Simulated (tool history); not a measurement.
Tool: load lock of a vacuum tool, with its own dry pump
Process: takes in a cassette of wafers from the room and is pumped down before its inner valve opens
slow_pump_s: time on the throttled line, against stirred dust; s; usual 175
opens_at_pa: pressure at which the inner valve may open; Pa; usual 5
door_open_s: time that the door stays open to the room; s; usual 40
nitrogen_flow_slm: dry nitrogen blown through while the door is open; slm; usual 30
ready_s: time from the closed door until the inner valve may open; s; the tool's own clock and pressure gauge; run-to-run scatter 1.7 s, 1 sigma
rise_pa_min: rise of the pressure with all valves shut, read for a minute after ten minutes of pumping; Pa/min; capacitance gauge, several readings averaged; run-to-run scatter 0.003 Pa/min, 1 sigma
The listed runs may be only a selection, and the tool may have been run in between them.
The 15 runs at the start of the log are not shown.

run,hour,slow_pump_s,opens_at_pa,door_open_s,nitrogen_flow_slm,"incoming humidity of the room's air, %",ready_s,rise_pa_min
16,3761.1,175,5,40,8,43.7,293,0.065
17,4004.8,99,5,40,29,44.8,225.4,0.061
18,4228.2,99,4,70,29,48.5,231,0.076
19,4570.6,118,4,196,30,41.4,246.3,0.086
20,4729.7,118,4,196,8,47.1,247.4,0.124
21,5059.3,118,4,196,8,43.5,247.4,0.117
22,5450.6,203,6,45,12,42.6,310.8,0.085
23,5696.2,165,6,157,20,44.9,282.4,0.103
24,5947.5,175,5,33,18,45.4,294.1,0.085
25,6127.2,175,8,98,30,42.6,289.6,0.096
26,6358.2,175,8,98,30,46.9,286,0.102
27,6528.2,141,10,238,30,45,251.7,0.12
# hour 6688: dry pump taken out, an overhauled one fitted
28,6781.6,265,5,56,18,46.3,350,0.1
29,7047.6,265,5,56,18,47.5,349,0.103
30,7258.7,175,9,42,30,48.2,264,0.094
31,7524.6,175,9,42,30,46.3,264.4,0.101
32,7809.2,175,9,42,30,47.1,263.8,0.095

Consider 4 possible next runs. They are alternatives, not a sequence: every one starts from the tool as it was left by run 32. What does each give?
A,8056.5,175,9,177,30,47.2,?,?
B,8056.5,175,10,37,30,43.4,?,?
C,8056.5,175,5,123,30,44.8,?,?
D,8056.5,194,8,40,30,47.4,?,?

run,ready_s,rise_pa_min
A,265.3,0.137
B,265.8,0.105
C,272.7,0.118
D,284.8,0.106
With the hidden condition removed and each run's random variation left untouched, the same runs would have given:
run,ready_s,rise_pa_min
A,264.7,0.048
B,265.2,0.016
C,272,0.027
D,284.2,0.015
